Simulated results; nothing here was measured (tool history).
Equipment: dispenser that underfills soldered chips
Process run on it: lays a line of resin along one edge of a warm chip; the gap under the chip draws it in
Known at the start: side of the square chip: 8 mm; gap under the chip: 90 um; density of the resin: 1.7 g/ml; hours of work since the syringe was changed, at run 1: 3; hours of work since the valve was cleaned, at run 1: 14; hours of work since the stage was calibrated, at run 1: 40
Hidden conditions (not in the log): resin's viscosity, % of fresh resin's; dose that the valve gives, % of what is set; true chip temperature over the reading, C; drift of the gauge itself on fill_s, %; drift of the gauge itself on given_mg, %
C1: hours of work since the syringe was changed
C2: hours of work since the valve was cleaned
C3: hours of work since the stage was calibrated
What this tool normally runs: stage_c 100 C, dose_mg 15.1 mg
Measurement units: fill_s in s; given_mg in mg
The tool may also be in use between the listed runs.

run 1 hour=0 | stage_c=100 dose_mg=15.1 | C1=3 C2=14 C3=40 | fill_s=33.3 given_mg=14.94
-- hour=7.3 new syringe of resin
run 2 hour=9.5 | stage_c=100 dose_mg=15.1 | C1=2 C2=21 C3=47 | fill_s=28.5 given_mg=14.82
run 3 hour=16.3 | stage_c=100 dose_mg=18.3 | C1=7 C2=26 C3=52 | fill_s=40.5 given_mg=17.94
-- hour=18.8 new syringe of resin
run 4 hour=21.5 | stage_c=100 dose_mg=18.3 | C1=2 C2=30 C3=56 | fill_s=30.5 given_mg=17.88
-- hour=30 new syringe of resin
run 5 hour=30.7 | stage_c=100 dose_mg=18.3 | C1=0 C2=36 C3=62 | fill_s=26.8 given_mg=17.61
run 6 hour=35.8 | stage_c=100 dose_mg=15.7 | C1=4 C2=40 C3=66 | fill_s=35.5 given_mg=14.97
-- hour=41.6 new syringe of resin
run 7 hour=44.5 | stage_c=100 dose_mg=15.7 | C1=2 C2=46 C3=72 | fill_s=31.2 given_mg=15.09
-- hour=52.6 new syringe of resin
run 8 hour=52.9 | stage_c=100 dose_mg=15.7 | C1=0 C2=52 C3=78 | fill_s=26.5 given_mg=15.11
run 9 hour=60.2 | stage_c=100 dose_mg=15.7 | C1=6 C2=58 C3=83 | fill_s=39.4 given_mg=14.93
-- hour=63.9 new syringe of resin
run 10 hour=66.7 | stage_c=100 dose_mg=15.7 | C1=2 C2=62 C3=88 | fill_s=29.9 given_mg=14.67
run 11 hour=71 | stage_c=91 dose_mg=15.7 | C1=5 C2=65 C3=91 | fill_s=59.1 given_mg=14.81
-- hour=75 new syringe of resin
run 12 hour=76.8 | stage_c=91 dose_mg=15.7 | C1=1 C2=69 C3=95 | fill_s=45.1 given_mg=14.68
run 13 hour=84.3 | stage_c=91 dose_mg=15.7 | C1=7 C2=75 C3=100 | fill_s=66.1 given_mg=14.57
-- hour=86.1 new syringe of resin
run 14 hour=89.4 | stage_c=91 dose_mg=15.7 | C1=2 C2=78 C3=104 | fill_s=47.1 given_mg=14.44
run 15 hour=96.1 | stage_c=100 dose_mg=12.9 | C1=7 C2=83 C3=109 | fill_s=46.3 given_mg=11.95
-- hour=97.7 new syringe of resin
run 16 hour=103.3 | stage_c=100 dose_mg=12.9 | C1=4 C2=88 C3=114 | fill_s=37.8 given_mg=11.81
-- hour=108.8 new syringe of resin
run 17 hour=113.6 | stage_c=100 dose_mg=12.9 | C1=4 C2=96 C3=121 | fill_s=35.3 given_mg=11.74
run 18 hour=117.8 | stage_c=100 dose_mg=15.1 | C1=7 C2=99 C3=124 | fill_s=42.2 given_mg=13.69
-- hour=120.1 new syringe of resin
run 19 hour=124.1 | stage_c=96 dose_mg=15.1 | C1=3 C2=103 C3=129 | fill_s=40.3 given_mg=13.61
run 20 hour=129.5 | stage_c=102 dose_mg=17.4 | C1=7 C2=107 C3=133 | fill_s=39.8 given_mg=15.46
-- hour=131.1 new syringe of resin
run 21 hour=139.2 | stage_c=88 dose_mg=17.8 | C1=6 C2=114 C3=140 | fill_s=69.1 given_mg=15.88
-- hour=142.9 new syringe of resin
run 22 hour=149.6 | stage_c=88 dose_mg=17.8 | C1=5 C2=121 C3=147 | fill_s=64.3 given_mg=15.62
-- hour=154.1 new syringe of resin
run 23 hour=159.7 | stage_c=88 dose_mg=15.2 | C1=4 C2=129 C3=154 | fill_s=63.6 given_mg=13.28
-- hour=165.4 new syringe of resin
run 24 hour=168.3 | stage_c=88 dose_mg=15.2 | C1=2 C2=135 C3=160 | fill_s=55.5 given_mg=13.04
-- hour=176.6 dispensing valve cleaned and set on the balance
-- hour=177.8 new syringe of resin
run 25 hour=179.6 | stage_c=88 dose_mg=16.1 | C1=1 C2=2 C3=168 | fill_s=49.6 given_mg=15.95
run 26 hour=184.7 | stage_c=88 dose_mg=16.1 | C1=5 C2=6 C3=171 | fill_s=64.4 given_mg=16.01
-- hour=189.1 new syringe of resin
run 27 hour=192.2 | stage_c=89 dose_mg=19.2 | C1=2 C2=11 C3=177 | fill_s=51.4 given_mg=19.1
-- hour=200.1 new syringe of resin
run 28 hour=200.1 | stage_c=105 dose_mg=16 | C1=0 C2=17 C3=182 | fill_s=21.5 given_mg=15.64
run 29 hour=207.5 | stage_c=105 dose_mg=16 | C1=5 C2=22 C3=188 | fill_s=30.5 given_mg=15.61
-- hour=211.2 new syringe of resin
run 30 hour=217 | stage_c=94 dose_mg=13.4 | C1=4 C2=29 C3=195 | fill_s=47.5 given_mg=13.11
-- hour=222.9 new syringe of resin
run 31 hour=226 | stage_c=94 dose_mg=13.4 | C1=2 C2=35 C3=201 | fill_s=40.7 given_mg=13.03
run 32 hour=233 | stage_c=109 dose_mg=19.3 | C1=7 C2=40 C3=206 | fill_s=28.7 given_mg=18.49
-- hour=234.2 new syringe of resin
run 33 hour=242.3 | stage_c=101 dose_mg=13.9 | C1=6 C2=47 C3=213 | fill_s=38.5 given_mg=13.27
-- hour=245.4 new syringe of resin
run 34 hour=252.5 | stage_c=88 dose_mg=13.1 | C1=5 C2=54 C3=220 | fill_s=68.5 given_mg=12.46
-- hour=256.5 new syringe of resin
run 35 hour=257.1 | stage_c=101 dose_mg=13.1 | C1=0 C2=57 C3=223 | fill_s=26.7 given_mg=12.42

For each run, the measured value with the value that run would have given without the tool's hidden condition subtracted. The run-to-run variation is shared by both, the gauge scatter possibly not:
run=1 fill_s=+5.6 given_mg=-0.21
run=2 fill_s=+2.4 given_mg=-0.32
run=3 fill_s=+14.4 given_mg=-0.47
run=4 fill_s=+4.3 given_mg=-0.53
run=5 fill_s=+0.7 given_mg=-0.63
run=6 fill_s=+9.1 given_mg=-0.6
run=7 fill_s=+3.9 given_mg=-0.7
run=8 fill_s=-0.1 given_mg=-0.79
run=9 fill_s=+12.4 given_mg=-0.88
run=10 fill_s=+4 given_mg=-0.95
run=11 fill_s=+17.8 given_mg=-1
run=12 fill_s=+4.3 given_mg=-1.06
run=13 fill_s=+25.1 given_mg=-1.14
run=14 fill_s=+7 given_mg=-1.2
run=15 fill_s=+18.7 given_mg=-1.05
run=16 fill_s=+9.7 given_mg=-1.12
run=17 fill_s=+8.2 given_mg=-1.22
run=18 fill_s=+15.3 given_mg=-1.46
run=19 fill_s=+7.6 given_mg=-1.53
run=20 fill_s=+15.3 given_mg=-1.83
run=21 fill_s=+23 given_mg=-2
run=22 fill_s=+18.6 given_mg=-2.12
run=23 fill_s=+16.8 given_mg=-1.91
run=24 fill_s=+8.3 given_mg=-1.99
run=25 fill_s=+3.1 given_mg=-0.02
run=26 fill_s=+18.2 given_mg=-0.07
run=27 fill_s=+6.5 given_mg=-0.19
run=28 fill_s=-0.4 given_mg=-0.25
run=29 fill_s=+9.3 given_mg=-0.33
run=30 fill_s=+11.6 given_mg=-0.36
run=31 fill_s=+5 given_mg=-0.45
run=32 fill_s=+11.1 given_mg=-0.74
run=33 fill_s=+12.7 given_mg=-0.63
run=34 fill_s=+20.2 given_mg=-0.69
run=35 fill_s=+0.6 given_mg=-0.72
